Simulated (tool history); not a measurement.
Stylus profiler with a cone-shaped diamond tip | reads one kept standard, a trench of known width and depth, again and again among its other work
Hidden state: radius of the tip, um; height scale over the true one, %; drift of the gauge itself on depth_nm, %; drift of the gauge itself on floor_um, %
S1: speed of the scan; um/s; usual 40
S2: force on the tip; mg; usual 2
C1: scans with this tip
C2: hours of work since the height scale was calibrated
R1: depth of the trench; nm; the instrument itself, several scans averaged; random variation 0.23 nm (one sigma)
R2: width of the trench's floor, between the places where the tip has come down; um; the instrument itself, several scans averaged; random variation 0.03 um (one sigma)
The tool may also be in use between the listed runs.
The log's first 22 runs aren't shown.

run,hour,S1,S2,C1,C2,R1,R2
23,693.6,50,1.67,4939,875,1009.89,21.98
24,733.5,50,1.67,5088,902,1009.8,21.96
25,769.9,50,1.67,5225,926,1009.34,21.95
26,801.2,50,1.67,5342,947,1009.38,21.91
27,821.3,57,0.84,5417,960,1004.56,21.69
28,845.1,14,1.37,5506,976,1007.34,22.09
29,886.8,142,1.67,5663,1004,1009.21,21.16
30,905.2,142,1.67,5732,1016,1009.06,21.14
31,936.2,49,3.87,5848,1036,1018.94,21.89
32,964.6,20,0.84,5954,1055,1003.88,21.82
33,987.8,15,4.02,6041,1071,1019.17,21.94
34,1017.3,43,4.02,6152,1090,1019.48,21.78
35,1046,43,4.02,6259,1109,1019.18,21.8
36,1076.1,15,1.3,6371,1129,1006.5,21.8
37,1117.9,33,4.09,6528,1157,1019.03,21.76
38,1142.7,43,3.35,6621,1173,1016.21,21.65
39,1169.7,43,3.35,6722,1191,1016.09,21.62
40,1201.8,56,5.54,6842,1213,1024.05,21.52
41,1226.3,14,2.21,6934,1229,1010.47,21.64
42,1268.3,20,0.77,7092,1257,1002.58,21.48
43,1299.5,11,4.85,7208,1277,1021.32,21.64

Forecast each of these 4 alternatives for the next run:
A,1325.5,44,3.21,7306,1295,?,?
B,1325.5,64,0.9,7306,1295,?,?
C,1325.5,53,2.04,7306,1295,?,?
D,1325.5,40,4.81,7306,1295,?,?

run,R1,R2
A,1014.72,21.45
B,1003.26,21.06
C,1009.6,21.36
D,1021.25,21.47
Without the tool's hidden state the same runs would have given:
run,R1,R2
A,1020.48,23.81
B,1008.96,23.42
C,1015.33,23.72
D,1027.05,23.84

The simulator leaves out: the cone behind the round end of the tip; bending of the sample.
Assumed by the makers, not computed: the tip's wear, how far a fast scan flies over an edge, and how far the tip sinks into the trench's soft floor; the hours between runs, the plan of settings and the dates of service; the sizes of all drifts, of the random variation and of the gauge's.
